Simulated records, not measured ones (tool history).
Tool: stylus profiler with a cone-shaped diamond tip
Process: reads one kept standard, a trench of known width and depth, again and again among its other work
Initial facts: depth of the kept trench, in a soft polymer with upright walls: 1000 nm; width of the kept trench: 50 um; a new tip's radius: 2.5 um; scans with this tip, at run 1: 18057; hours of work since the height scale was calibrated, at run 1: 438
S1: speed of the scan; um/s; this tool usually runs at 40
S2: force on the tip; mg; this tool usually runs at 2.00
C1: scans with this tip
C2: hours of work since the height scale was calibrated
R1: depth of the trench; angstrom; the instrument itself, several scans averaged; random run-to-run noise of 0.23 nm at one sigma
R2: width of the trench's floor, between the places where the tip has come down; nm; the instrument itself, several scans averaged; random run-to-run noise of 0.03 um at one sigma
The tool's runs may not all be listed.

Run 1, hour 0.0: usual settings; C1 18057; C2 438. Result: R1 10120.0 angstrom, R2 44700 nm.
Run 2, hour 35.9: usual settings; C1 18298; C2 459. Result: R1 10122.4 angstrom, R2 44630 nm.
Run 3, hour 109.3: usual settings; C1 18790; C2 504. Result: R1 10121.4 angstrom, R2 44700 nm.
Run 4, hour 153.7: usual settings but S2 3.16 mg; C1 19088; C2 531. Result: R1 10158.4 angstrom, R2 44740 nm.
Run 5, hour 221.5: usual settings but S2 1.80 mg; C1 19543; C2 572. Result: R1 10120.6 angstrom, R2 44660 nm.
Run 6, hour 256.6: usual settings; C1 19779; C2 593. Result: R1 10121.2 angstrom, R2 44610 nm.
Run 7, hour 303.0: usual settings; C1 20090; C2 621. Result: R1 10127.2 angstrom, R2 44610 nm.
Run 8, hour 359.9: usual settings; C1 20471; C2 655. Result: R1 10126.6 angstrom, R2 44530 nm.
Run 9, hour 399.6: usual settings but S1 21 um/s; C1 20738; C2 679. Result: R1 10128.7 angstrom, R2 44620 nm.
Run 10, hour 460.1: usual settings but S1 21 um/s; C1 21144; C2 716. Result: R1 10127.6 angstrom, R2 44610 nm.
Run 11, hour 505.8: usual settings but S1 21 um/s; C1 21450; C2 744. Result: R1 10129.5 angstrom, R2 44570 nm.
Run 12, hour 553.9: usual settings but S1 21 um/s; C1 21773; C2 773. Result: R1 10130.2 angstrom, R2 44570 nm.
Run 13, hour 602.9: usual settings but S1 21 um/s; C1 22102; C2 803. Result: R1 10132.9 angstrom, R2 44520 nm.
Run 14, hour 652.5: usual settings but S1 21 um/s; C1 22435; C2 833. Result: R1 10133.9 angstrom, R2 44540 nm.
Run 15, hour 718.6: usual settings but S1 21 um/s; C1 22878; C2 873. Result: R1 10137.4 angstrom, R2 44480 nm.
Run 16, hour 765.5: usual settings but S1 37 um/s; C1 23193; C2 901. Result: R1 10138.8 angstrom, R2 44420 nm.
Run 17, hour 828.9: usual settings but S1 37 um/s; C1 23618; C2 939. Result: R1 10135.5 angstrom, R2 44430 nm.
Run 18, hour 893.6: usual settings but S2 1.23 mg; C1 24052; C2 979. Result: R1 10107.8 angstrom, R2 44430 nm.
Run 19, hour 970.8: usual settings but S2 1.23 mg; C1 24570; C2 1025. Result: R1 10112.0 angstrom, R2 44300 nm.
Run 20, hour 1012.1: usual settings but S2 1.23 mg; C1 24847; C2 1050. Result: R1 10115.1 angstrom, R2 44350 nm.
Run 21, hour 1054.0: usual settings; C1 25128; C2 1076. Result: R1 10144.1 angstrom, R2 44350 nm.
Run 22, hour 1097.5: usual settings but S1 148 um/s; C1 25420; C2 1102. Result: R1 10146.5 angstrom, R2 43890 nm.
At hour 1141.0: height scale calibrated on a step standard.
Run 23, hour 1154.8: usual settings; C1 25801; C2 8. Result: R1 10107.4 angstrom, R2 44310 nm.
Run 24, hour 1186.3: usual settings but S1 18 um/s, S2 3.01 mg; C1 26012; C2 27. Result: R1 10137.1 angstrom, R2 44350 nm.
Run 25, hour 1243.8: usual settings but S1 18 um/s, S2 3.01 mg; C1 26397; C2 62. Result: R1 10137.2 angstrom, R2 44400 nm.
Run 26, hour 1314.6: usual settings but S1 26 um/s, S2 1.53 mg; C1 26872; C2 105. Result: R1 10090.0 angstrom, R2 44250 nm.
Run 27, hour 1384.8: usual settings but S1 153 um/s, S2 1.53 mg; C1 27344; C2 148. Result: R1 10093.2 angstrom, R2 43730 nm.
Run 28, hour 1435.3: usual settings but S1 49 um/s, S2 1.09 mg; C1 27683; C2 178. Result: R1 10074.4 angstrom, R2 44150 nm.
Run 29, hour 1483.9: usual settings but S1 49 um/s, S2 1.09 mg; C1 28008; C2 208. Result: R1 10076.1 angstrom, R2 44110 nm.
Run 30, hour 1518.1: usual settings but S1 102 um/s, S2 1.30 mg; C1 28238; C2 228. Result: R1 10090.2 angstrom, R2 43890 nm.
At hour 1558.7: new tip fitted, height scale calibrated.
Run 31, hour 1594.6: usual settings but S1 16 um/s, S2 4.99 mg; C1 241; C2 22. Result: R1 10189.8 angstrom, R2 45960 nm.
Run 32, hour 1652.2: usual settings but S1 14 um/s, S2 0.74 mg; C1 627; C2 57. Result: R1 10054.8 angstrom, R2 45870 nm.
Run 33, hour 1715.2: usual settings but S1 45 um/s, S2 1.16 mg; C1 1049; C2 95. Result: R1 10072.6 angstrom, R2 45750 nm.
Run 34, hour 1778.0: usual settings but S1 45 um/s, S2 1.16 mg; C1 1471; C2 133. Result: R1 10071.7 angstrom, R2 45750 nm.
Run 35, hour 1850.7: usual settings but S1 45 um/s, S2 1.16 mg; C1 1958; C2 177. Result: R1 10074.5 angstrom, R2 45660 nm.
Run 36, hour 1883.5: usual settings but S1 45 um/s, S2 1.31 mg; C1 2179; C2 197. Result: R1 10084.7 angstrom, R2 45680 nm.
Run 37, hour 1949.0: usual settings but S1 97 um/s, S2 0.91 mg; C1 2618; C2 236. Result: R1 10070.5 angstrom, R2 45390 nm.
Run 38, hour 2008.2: usual settings but S1 97 um/s, S2 0.91 mg; C1 3015; C2 272. Result: R1 10068.5 angstrom, R2 45310 nm.
Run 39, hour 2058.6: usual settings but S1 38 um/s, S2 3.66 mg; C1 3353; C2 303. Result: R1 10167.2 angstrom, R2 45700 nm.
Run 40, hour 2104.7: usual settings but S1 22 um/s; C1 3662; C2 330. Result: R1 10114.5 angstrom, R2 45730 nm.
Run 41, hour 2166.9: usual settings but S1 22 um/s; C1 4080; C2 368. Result: R1 10115.9 angstrom, R2 45710 nm.
Run 42, hour 2242.3: usual settings but S1 22 um/s; C1 4586; C2 414. Result: R1 10114.6 angstrom, R2 45600 nm.
Run 43, hour 2300.7: usual settings but S1 31 um/s, S2 1.77 mg; C1 4977; C2 449. Result: R1 10107.8 angstrom, R2 45600 nm.
Run 44, hour 2337.0: usual settings but S1 86 um/s, S2 2.25 mg; C1 5221; C2 471. Result: R1 10131.5 angstrom, R2 45400 nm.
Run 45, hour 2385.0: usual settings but S1 17 um/s, S2 2.81 mg; C1 5543; C2 500. Result: R1 10148.6 angstrom, R2 45670 nm.

Hidden state at the last listed run before each entry between runs and at the first one after, where it differs:
Run 22 -> run 23: height scale calibrated on a step standard (hour 1141.0)
  radius of the tip, um: 4.32 -> 4.34; height scale over the true one, %: 0.402 -> 0.001
  what was measured, less what the result would be without the hidden state, R1: +40.7 -> +0.1 angstrom; R2: -1530 -> -1550 nm
Run 30 -> run 31: new tip fitted, height scale calibrated (hour 1558.7)
  radius of the tip, um: 4.51 -> 2.48; height scale over the true one, %: 0.086 -> -0.016
  what was measured, less what the result would be without the hidden state, R1: +8.6 -> -1.6 angstrom; R2: -1670 -> +30 nm

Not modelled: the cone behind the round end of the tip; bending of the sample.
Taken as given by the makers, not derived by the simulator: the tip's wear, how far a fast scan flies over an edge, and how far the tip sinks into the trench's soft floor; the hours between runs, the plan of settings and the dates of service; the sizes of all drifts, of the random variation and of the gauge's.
